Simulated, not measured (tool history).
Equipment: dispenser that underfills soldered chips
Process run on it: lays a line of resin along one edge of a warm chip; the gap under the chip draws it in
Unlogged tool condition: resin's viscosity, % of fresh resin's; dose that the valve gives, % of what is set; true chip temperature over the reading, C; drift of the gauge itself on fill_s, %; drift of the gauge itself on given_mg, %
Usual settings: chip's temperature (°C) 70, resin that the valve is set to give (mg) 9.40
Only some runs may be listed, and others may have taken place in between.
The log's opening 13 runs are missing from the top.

| run | hour | chip's temperature (°C) | resin that the valve is set to give (mg) | hours of work since the syringe was changed | hours of work since the valve was cleaned | hours of work since the stage was calibrated | time until the resin shows at the far edge (s) | resin that the valve gave (mg) |
|---|---|---|---|---|---|---|---|---|
| 14 | 63.4 | 70 | 10.85 | 6 | 23 | 185 | 418.1 | 10.66 |
| 15 | 67.3 | 70 | 8.35 | 8 | 26 | 188 | 519.6 | 8.28 |
| 16 | 71.0 | 70 | 8.35 | 11 | 28 | 190 | 644.9 | 8.18 |
|  | 71.8 | new syringe of resin |
| 17 | 75.1 | 83 | 8.35 | 2 | 31 | 192 | 179.9 | 8.29 |
| 18 | 79.5 | 70 | 9.40 | 5 | 34 | 195 | 409.7 | 9.18 |
| 19 | 85.4 | 81 | 9.40 | 9 | 37 | 199 | 333.1 | 9.24 |
|  | 88.7 | new syringe of resin |
| 20 | 91.8 | 56 | 11.87 | 2 | 41 | 203 | 619.2 | 11.63 |
| 21 | 96.7 | 65 | 11.64 | 5 | 45 | 206 | 511.9 | 11.33 |
| 22 | 100.7 | 56 | 9.25 | 8 | 47 | 209 | 996.1 | 9.00 |
|  | 105.6 | new syringe of resin |
| 23 | 106.6 | 85 | 11.45 | 1 | 51 | 213 | 138.3 | 11.11 |
| 24 | 111.3 | 80 | 10.65 | 4 | 54 | 216 | 221.9 | 10.30 |
| 25 | 114.6 | 65 | 10.00 | 6 | 56 | 218 | 542.0 | 9.64 |
| 26 | 119.7 | 72 | 9.88 | 9 | 59 | 221 | 497.5 | 9.50 |
|  | 122.4 | new syringe of resin |
| 27 | 126.3 | 72 | 9.88 | 3 | 64 | 225 | 301.4 | 9.48 |
| 28 | 129.0 | 72 | 9.88 | 4 | 65 | 227 | 345.9 | 9.53 |
| 29 | 132.0 | 71 | 8.90 | 6 | 67 | 229 | 424.9 | 8.53 |
| 30 | 136.1 | 59 | 10.66 | 9 | 70 | 232 | 920.3 | 10.27 |
|  | 139.4 | new syringe of resin |
| 31 | 142.9 | 81 | 11.24 | 2 | 74 | 236 | 195.0 | 10.60 |
| 32 | 145.7 | 81 | 11.24 | 4 | 76 | 238 | 219.4 | 10.79 |
| 33 | 150.9 | 81 | 11.24 | 7 | 79 | 241 | 289.3 | 10.72 |
| 34 | 154.0 | 81 | 11.24 | 10 | 81 | 243 | 341.1 | 10.75 |
|  | 156.3 | new syringe of resin |
| 35 | 157.9 | 81 | 11.24 | 1 | 84 | 246 | 176.6 | 10.69 |
|  | 159.3 | dispensing valve cleaned and set on the balance |
| 36 | 161.6 | 62 | 10.19 | 3 | 1 | 247 | 496.1 | 10.21 |

Below are 4 alternative next runs, each starting from the tool's condition after run 36. Predict each:
| A | 164.8 | 78 | 11.03 | 5 | 4 | 249 | ? | ? |
| B | 164.8 | 62 | 11.71 | 5 | 4 | 249 | ? | ? |
| C | 164.8 | 66 | 8.19 | 5 | 4 | 249 | ? | ? |
| D | 164.8 | 82 | 9.40 | 5 | 4 | 249 | ? | ? |

| run | time until the resin shows at the far edge (s) | resin that the valve gave (mg) |
|---|---|---|
| A | 268.1 | 10.97 |
| B | 582.4 | 11.70 |
| C | 493.8 | 8.18 |
| D | 226.6 | 9.36 |
Take away the tool's hidden state, keep each run's random variation, and the runs would have read:
| run | time until the resin shows at the far edge (s) | resin that the valve gave (mg) |
|---|---|---|
| A | 175.8 | 10.96 |
| B | 380.9 | 11.70 |
| C | 323.4 | 8.17 |
| D | 148.6 | 9.35 |
